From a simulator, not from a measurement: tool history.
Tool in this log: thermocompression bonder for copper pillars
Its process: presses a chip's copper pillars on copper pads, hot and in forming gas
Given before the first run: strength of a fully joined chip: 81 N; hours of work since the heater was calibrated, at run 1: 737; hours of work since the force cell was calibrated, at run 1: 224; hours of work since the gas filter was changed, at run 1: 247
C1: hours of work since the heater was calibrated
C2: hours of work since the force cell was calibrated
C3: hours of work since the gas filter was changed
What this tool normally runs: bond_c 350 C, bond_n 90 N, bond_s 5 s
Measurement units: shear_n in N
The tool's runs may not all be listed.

{"run": 1, "hour": 0.0, "bond_c": 350, "bond_n": 90, "bond_s": 5, "C1": 737, "C2": 224, "C3": 247, "shear_n": 41.0}
{"run": 2, "hour": 38.4, "bond_c": 350, "bond_n": 90, "bond_s": 5, "C1": 754, "C2": 241, "C3": 264, "shear_n": 40.9}
{"run": 3, "hour": 58.2, "bond_c": 350, "bond_n": 90, "bond_s": 5, "C1": 763, "C2": 250, "C3": 273, "shear_n": 40.0}
{"run": 4, "hour": 88.8, "bond_c": 350, "bond_n": 90, "bond_s": 5, "C1": 777, "C2": 264, "C3": 286, "shear_n": 39.2}
{"hour": 112.7, "done": "heater calibrated with a thermocouple chip"}
{"run": 5, "hour": 127.3, "bond_c": 350, "bond_n": 90, "bond_s": 5, "C1": 7, "C2": 280, "C3": 303, "shear_n": 42.7}
{"run": 6, "hour": 167.8, "bond_c": 350, "bond_n": 102, "bond_s": 5, "C1": 25, "C2": 299, "C3": 321, "shear_n": 46.6}
{"run": 7, "hour": 201.2, "bond_c": 350, "bond_n": 102, "bond_s": 9, "C1": 40, "C2": 314, "C3": 336, "shear_n": 53.2}
{"run": 8, "hour": 220.7, "bond_c": 350, "bond_n": 102, "bond_s": 9, "C1": 49, "C2": 322, "C3": 345, "shear_n": 53.4}
{"run": 9, "hour": 243.6, "bond_c": 350, "bond_n": 102, "bond_s": 9, "C1": 59, "C2": 333, "C3": 355, "shear_n": 52.5}
{"run": 10, "hour": 269.1, "bond_c": 350, "bond_n": 102, "bond_s": 9, "C1": 70, "C2": 344, "C3": 367, "shear_n": 53.0}
{"run": 11, "hour": 293.1, "bond_c": 350, "bond_n": 102, "bond_s": 9, "C1": 81, "C2": 355, "C3": 377, "shear_n": 54.6}
{"run": 12, "hour": 330.7, "bond_c": 350, "bond_n": 90, "bond_s": 5, "C1": 98, "C2": 372, "C3": 394, "shear_n": 40.8}
{"run": 13, "hour": 377.0, "bond_c": 350, "bond_n": 110, "bond_s": 5, "C1": 119, "C2": 393, "C3": 415, "shear_n": 47.0}
{"hour": 393.1, "done": "forming gas filter changed"}
{"run": 14, "hour": 419.6, "bond_c": 350, "bond_n": 110, "bond_s": 5, "C1": 138, "C2": 412, "C3": 12, "shear_n": 53.1}
{"run": 15, "hour": 440.5, "bond_c": 350, "bond_n": 110, "bond_s": 5, "C1": 147, "C2": 421, "C3": 21, "shear_n": 53.0}
{"run": 16, "hour": 481.0, "bond_c": 350, "bond_n": 110, "bond_s": 5, "C1": 165, "C2": 439, "C3": 39, "shear_n": 50.9}
{"run": 17, "hour": 509.4, "bond_c": 350, "bond_n": 110, "bond_s": 5, "C1": 178, "C2": 452, "C3": 52, "shear_n": 52.3}
{"run": 18, "hour": 549.9, "bond_c": 361, "bond_n": 90, "bond_s": 5, "C1": 196, "C2": 470, "C3": 70, "shear_n": 47.1}
{"run": 19, "hour": 595.7, "bond_c": 361, "bond_n": 90, "bond_s": 5, "C1": 217, "C2": 491, "C3": 91, "shear_n": 46.4}
{"run": 20, "hour": 635.2, "bond_c": 350, "bond_n": 59, "bond_s": 5, "C1": 235, "C2": 508, "C3": 109, "shear_n": 30.8}
{"run": 21, "hour": 654.9, "bond_c": 362, "bond_n": 59, "bond_s": 9, "C1": 243, "C2": 517, "C3": 118, "shear_n": 40.4}
{"run": 22, "hour": 676.4, "bond_c": 337, "bond_n": 73, "bond_s": 9, "C1": 253, "C2": 527, "C3": 127, "shear_n": 38.6}
{"hour": 680.6, "done": "force cell calibrated"}
{"run": 23, "hour": 712.9, "bond_c": 364, "bond_n": 73, "bond_s": 6, "C1": 269, "C2": 15, "C3": 143, "shear_n": 42.6}
{"run": 24, "hour": 750.4, "bond_c": 339, "bond_n": 60, "bond_s": 6, "C1": 286, "C2": 31, "C3": 160, "shear_n": 28.3}
{"run": 25, "hour": 786.6, "bond_c": 367, "bond_n": 83, "bond_s": 5, "C1": 302, "C2": 48, "C3": 176, "shear_n": 43.9}
{"run": 26, "hour": 830.6, "bond_c": 354, "bond_n": 105, "bond_s": 13, "C1": 322, "C2": 67, "C3": 196, "shear_n": 60.1}
{"run": 27, "hour": 860.7, "bond_c": 374, "bond_n": 90, "bond_s": 6, "C1": 335, "C2": 81, "C3": 209, "shear_n": 51.9}
{"run": 28, "hour": 880.4, "bond_c": 374, "bond_n": 90, "bond_s": 6, "C1": 344, "C2": 90, "C3": 218, "shear_n": 51.1}
{"run": 29, "hour": 912.9, "bond_c": 354, "bond_n": 66, "bond_s": 7, "C1": 359, "C2": 104, "C3": 233, "shear_n": 36.6}
{"run": 30, "hour": 937.8, "bond_c": 350, "bond_n": 83, "bond_s": 5, "C1": 370, "C2": 116, "C3": 244, "shear_n": 38.1}
{"run": 31, "hour": 964.4, "bond_c": 350, "bond_n": 83, "bond_s": 5, "C1": 382, "C2": 128, "C3": 256, "shear_n": 37.9}
{"hour": 972.3, "done": "force cell calibrated, once more"}
{"run": 32, "hour": 1013.8, "bond_c": 350, "bond_n": 83, "bond_s": 5, "C1": 403, "C2": 19, "C3": 277, "shear_n": 38.8}
{"run": 33, "hour": 1057.7, "bond_c": 324, "bond_n": 124, "bond_s": 4, "C1": 423, "C2": 38, "C3": 297, "shear_n": 41.3}
{"run": 34, "hour": 1093.7, "bond_c": 370, "bond_n": 132, "bond_s": 4, "C1": 439, "C2": 55, "C3": 313, "shear_n": 55.8}
{"run": 35, "hour": 1118.4, "bond_c": 321, "bond_n": 57, "bond_s": 6, "C1": 450, "C2": 66, "C3": 324, "shear_n": 20.5}
{"run": 36, "hour": 1156.0, "bond_c": 376, "bond_n": 68, "bond_s": 8, "C1": 467, "C2": 82, "C3": 341, "shear_n": 45.9}
{"run": 37, "hour": 1182.2, "bond_c": 341, "bond_n": 65, "bond_s": 5, "C1": 479, "C2": 94, "C3": 353, "shear_n": 28.7}
{"run": 38, "hour": 1210.8, "bond_c": 341, "bond_n": 56, "bond_s": 5, "C1": 492, "C2": 107, "C3": 366, "shear_n": 24.6}
{"run": 39, "hour": 1238.4, "bond_c": 350, "bond_n": 76, "bond_s": 5, "C1": 504, "C2": 120, "C3": 378, "shear_n": 34.0}

Alternative continuations, all from the tool just after run 39; predict every row:
{"run": "A", "hour": 1279.4, "bond_c": 350, "bond_n": 125, "bond_s": 8, "C1": 523, "C2": 138, "C3": 397, "shear_n": "?"}
{"run": "B", "hour": 1279.4, "bond_c": 338, "bond_n": 60, "bond_s": 3, "C1": 523, "C2": 138, "C3": 397, "shear_n": "?"}
{"run": "C", "hour": 1279.4, "bond_c": 380, "bond_n": 125, "bond_s": 3, "C1": 523, "C2": 138, "C3": 397, "shear_n": "?"}
{"run": "D", "hour": 1279.4, "bond_c": 331, "bond_n": 108, "bond_s": 8, "C1": 523, "C2": 138, "C3": 397, "shear_n": "?"}

run=A shear_n=56.4
run=B shear_n=20.1
run=C shear_n=52.1
run=D shear_n=45.5
The same runs, with their run-to-run variation unchanged, on a tool lacking any hidden condition would have given:
run=A shear_n=65.4
run=B shear_n=24.3
run=C shear_n=60.6
run=D shear_n=53.7
